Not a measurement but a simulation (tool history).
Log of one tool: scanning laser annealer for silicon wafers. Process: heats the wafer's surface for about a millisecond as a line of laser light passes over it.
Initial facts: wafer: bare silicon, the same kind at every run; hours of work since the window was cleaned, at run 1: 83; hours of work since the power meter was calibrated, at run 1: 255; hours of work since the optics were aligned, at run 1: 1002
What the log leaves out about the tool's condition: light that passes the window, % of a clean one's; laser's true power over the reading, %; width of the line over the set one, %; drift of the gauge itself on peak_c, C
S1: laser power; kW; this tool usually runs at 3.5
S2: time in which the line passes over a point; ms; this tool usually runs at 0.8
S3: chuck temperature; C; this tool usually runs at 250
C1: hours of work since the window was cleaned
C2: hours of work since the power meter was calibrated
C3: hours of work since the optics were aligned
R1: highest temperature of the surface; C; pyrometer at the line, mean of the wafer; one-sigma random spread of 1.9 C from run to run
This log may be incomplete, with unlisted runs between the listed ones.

run 1 hour=0 | S1=3.5 S2=0.8 S3=250 | C1=83 C2=255 C3=1002 | R1=1069
run 2 hour=6.9 | S1=3.5 S2=0.8 S3=250 | C1=87 C2=259 C3=1006 | R1=1069
run 3 hour=12.6 | S1=3.5 S2=0.8 S3=250 | C1=91 C2=262 C3=1010 | R1=1067
run 4 hour=18.4 | S1=3.5 S2=0.8 S3=250 | C1=94 C2=265 C3=1013 | R1=1067
run 5 hour=28.2 | S1=3.5 S2=0.8 S3=250 | C1=99 C2=271 C3=1018 | R1=1067
run 6 hour=36 | S1=3.5 S2=0.8 S3=250 | C1=104 C2=275 C3=1023 | R1=1069
run 7 hour=43.2 | S1=3.5 S2=0.642 S3=250 | C1=108 C2=279 C3=1027 | R1=993
run 8 hour=54.5 | S1=3.5 S2=0.642 S3=268 | C1=114 C2=286 C3=1033 | R1=1014
run 9 hour=60 | S1=3.5 S2=0.663 S3=250 | C1=118 C2=289 C3=1037 | R1=1003
run 10 hour=66.8 | S1=3.5 S2=0.8 S3=254 | C1=121 C2=293 C3=1040 | R1=1074
run 11 hour=78.5 | S1=3.5 S2=0.8 S3=260 | C1=128 C2=299 C3=1047 | R1=1076
run 12 hour=87.9 | S1=3.5 S2=0.8 S3=250 | C1=133 C2=305 C3=1052 | R1=1065
run 13 hour=98.2 | S1=3.5 S2=0.8 S3=258 | C1=139 C2=311 C3=1058 | R1=1068
run 14 hour=110.1 | S1=3.5 S2=0.8 S3=258 | C1=146 C2=317 C3=1065 | R1=1075
run 15 hour=118.4 | S1=2.983 S2=0.8 S3=258 | C1=151 C2=322 C3=1070 | R1=932
run 16 hour=127.3 | S1=2.983 S2=0.8 S3=258 | C1=156 C2=327 C3=1075 | R1=930
run 17 hour=139.7 | S1=3.5 S2=0.882 S3=250 | C1=163 C2=334 C3=1082 | R1=1098
run 18 hour=145.2 | S1=3.5 S2=0.61 S3=250 | C1=166 C2=337 C3=1085 | R1=976
run 19 hour=153 | S1=3.772 S2=0.61 S3=250 | C1=171 C2=342 C3=1089 | R1=1040
run 20 hour=161.7 | S1=3.5 S2=0.8 S3=250 | C1=176 C2=347 C3=1094 | R1=1063
run 21 hour=170.7 | S1=3.5 S2=0.8 S3=250 | C1=181 C2=352 C3=1100 | R1=1062

The next listed run, before its measurement:
run 22 hour=183 | S1=3.5 S2=0.673 S3=270 | C1=188 C2=359 C3=1107 | R1=?

R1: 1022 C
Minus the tool's unlogged condition, the same run would have read R1 1049 C.
